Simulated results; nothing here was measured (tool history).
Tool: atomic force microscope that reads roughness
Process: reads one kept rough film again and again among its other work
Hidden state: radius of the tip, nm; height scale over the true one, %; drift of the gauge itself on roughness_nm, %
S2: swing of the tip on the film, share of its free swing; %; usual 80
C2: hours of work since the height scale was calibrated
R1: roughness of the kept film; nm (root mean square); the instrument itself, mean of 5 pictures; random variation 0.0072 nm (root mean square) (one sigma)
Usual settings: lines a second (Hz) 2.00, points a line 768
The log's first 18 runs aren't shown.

run 19 hour=240.5 | lines_a_second_(Hz)=2.15 S2=80 points_a_line=768 | pictures_with_this_tip=115 C2=325 | R1=1.418
run 20 hour=255.9 | lines_a_second_(Hz)=0.92 S2=79 points_a_line=392 | pictures_with_this_tip=137 C2=332 | R1=1.539
run 21 hour=272.3 | lines_a_second_(Hz)=0.92 S2=79 points_a_line=392 | pictures_with_this_tip=161 C2=339 | R1=1.531
-- hour=280.6 new tip fitted
run 22 hour=282.9 | lines_a_second_(Hz)=0.92 S2=79 points_a_line=392 | pictures_with_this_tip=3 C2=343 | R1=1.604
run 23 hour=292.8 | lines_a_second_(Hz)=0.94 S2=65 points_a_line=290 | pictures_with_this_tip=17 C2=348 | R1=1.656
run 24 hour=304.5 | lines_a_second_(Hz)=0.94 S2=65 points_a_line=290 | pictures_with_this_tip=34 C2=353 | R1=1.648
run 25 hour=322.7 | lines_a_second_(Hz)=0.94 S2=65 points_a_line=290 | pictures_with_this_tip=60 C2=360 | R1=1.612
run 26 hour=330.4 | lines_a_second_(Hz)=0.94 S2=65 points_a_line=290 | pictures_with_this_tip=71 C2=364 | R1=1.633
run 27 hour=344.5 | lines_a_second_(Hz)=1.51 S2=74 points_a_line=768 | pictures_with_this_tip=91 C2=370 | R1=1.530
run 28 hour=359.2 | lines_a_second_(Hz)=1.51 S2=61 points_a_line=768 | pictures_with_this_tip=112 C2=376 | R1=1.608
run 29 hour=369.6 | lines_a_second_(Hz)=3.00 S2=59 points_a_line=733 | pictures_with_this_tip=126 C2=380 | R1=1.558
run 30 hour=378.7 | lines_a_second_(Hz)=3.00 S2=59 points_a_line=455 | pictures_with_this_tip=139 C2=384 | R1=1.531
run 31 hour=393.6 | lines_a_second_(Hz)=2.47 S2=76 points_a_line=377 | pictures_with_this_tip=161 C2=391 | R1=1.379
-- hour=402.3 new tip fitted
run 32 hour=408.9 | lines_a_second_(Hz)=3.18 S2=88 points_a_line=640 | pictures_with_this_tip=10 C2=397 | R1=1.216
run 33 hour=427.1 | lines_a_second_(Hz)=3.18 S2=65 points_a_line=293 | pictures_with_this_tip=35 C2=405 | R1=1.526

4 ways to go on from here, each from the tool as it stands after run 33. What would each give?
run A hour=435.3 | lines_a_second_(Hz)=1.37 S2=80 points_a_line=315 | pictures_with_this_tip=47 C2=408 | R1=?
run B hour=435.3 | lines_a_second_(Hz)=2.44 S2=87 points_a_line=696 | pictures_with_this_tip=47 C2=408 | R1=?
run C hour=435.3 | lines_a_second_(Hz)=3.18 S2=89 points_a_line=929 | pictures_with_this_tip=47 C2=408 | R1=?
run D hour=435.3 | lines_a_second_(Hz)=2.00 S2=80 points_a_line=457 | pictures_with_this_tip=47 C2=408 | R1=?

run=A R1=1.525
run=B R1=1.327
run=C R1=1.212
run=D R1=1.458
Without the tool's hidden state the same runs would have given:
run=A R1=1.563
run=B R1=1.360
run=C R1=1.242
run=D R1=1.494
